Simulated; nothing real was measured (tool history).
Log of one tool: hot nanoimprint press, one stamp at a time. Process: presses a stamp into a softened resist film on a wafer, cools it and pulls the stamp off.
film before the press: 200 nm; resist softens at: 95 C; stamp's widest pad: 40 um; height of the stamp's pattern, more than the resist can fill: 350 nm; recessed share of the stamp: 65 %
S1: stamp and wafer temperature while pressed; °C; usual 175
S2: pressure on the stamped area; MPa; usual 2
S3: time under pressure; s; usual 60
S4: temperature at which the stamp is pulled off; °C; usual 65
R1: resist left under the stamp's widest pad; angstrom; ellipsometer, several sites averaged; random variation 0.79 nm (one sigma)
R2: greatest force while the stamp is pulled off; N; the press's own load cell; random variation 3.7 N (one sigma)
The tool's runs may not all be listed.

Run 1, hour 0: usual settings. Result: R1 1069 angstrom, R2 215 N.
Run 2, hour 60.7: usual settings but S2 2.41 MPa. Result: R1 967 angstrom, R2 214 N.
At hour 132: stamp cleaned and given a new release coat.
Run 3, hour 150.4: usual settings but S2 2.41 MPa. Result: R1 984 angstrom, R2 175 N.
Run 4, hour 195.2: usual settings but S2 2.41 MPa. Result: R1 989 angstrom, R2 184 N.
Run 5, hour 254: usual settings but S2 2.09 MPa. Result: R1 1058 angstrom, R2 194 N.
At hour 298.2: press's hydraulic seals changed and the load cell set to zero.
Run 6, hour 298.8: usual settings but S3 100 s. Result: R1 870 angstrom, R2 201 N.
Run 7, hour 374.5: usual settings but S3 100 s. Result: R1 883 angstrom, R2 205 N.
Run 8, hour 460.4: usual settings but S3 100 s. Result: R1 895 angstrom, R2 202 N.
Run 9, hour 523.2: usual settings but S3 100 s. Result: R1 892 angstrom, R2 228 N.
At hour 578.6: stamp cleaned and given a new release coat.
Run 10, hour 578.6: usual settings but S4 71 °C. Result: R1 1069 angstrom, R2 155 N.
Run 11, hour 648: usual settings but S4 71 °C. Result: R1 1050 angstrom, R2 163 N.
Run 12, hour 723.5: usual settings but S4 71 °C. Result: R1 1053 angstrom, R2 173 N.
Run 13, hour 783.9: usual settings but S4 71 °C. Result: R1 1078 angstrom, R2 177 N.
Run 14, hour 833.5: usual settings but S1 170 °C. Result: R1 1293 angstrom, R2 211 N.
Run 15, hour 893: usual settings but S1 170 °C. Result: R1 1289 angstrom, R2 211 N.
Run 16, hour 934.6: usual settings but S1 179 °C, S3 67 s. Result: R1 913 angstrom, R2 220 N.
Run 17, hour 996.8: usual settings but S1 179 °C, S3 67 s. Result: R1 917 angstrom, R2 228 N.
At hour 1016.7: stamp cleaned and given a new release coat.
At hour 1037.8: plate thermocouple calibrated.
Run 18, hour 1045.6: usual settings but S1 169 °C, S3 85 s. Result: R1 1168 angstrom, R2 185 N.
Run 19, hour 1128.4: usual settings but S1 182 °C, S2 2.49 MPa, S3 53 s. Result: R1 761 angstrom, R2 194 N.
Run 20, hour 1206.1: usual settings but S1 182 °C, S2 2.49 MPa, S3 53 s. Result: R1 749 angstrom, R2 201 N.
Run 21, hour 1290.6: usual settings but S1 177 °C, S2 1.79 MPa, S3 53 s, S4 59 °C. Result: R1 1079 angstrom, R2 231 N.

Run 22 comes next. What will it give?
Run 22, hour 1364.7: usual settings but S2 1.34 MPa, S3 102 s. Result: R1 ?, R2 ?.

{"run 22": {"R1": 1084, "R2": 213}}
Without the tool's hidden state the same run would have given R1 1048 angstrom, R2 176 N.
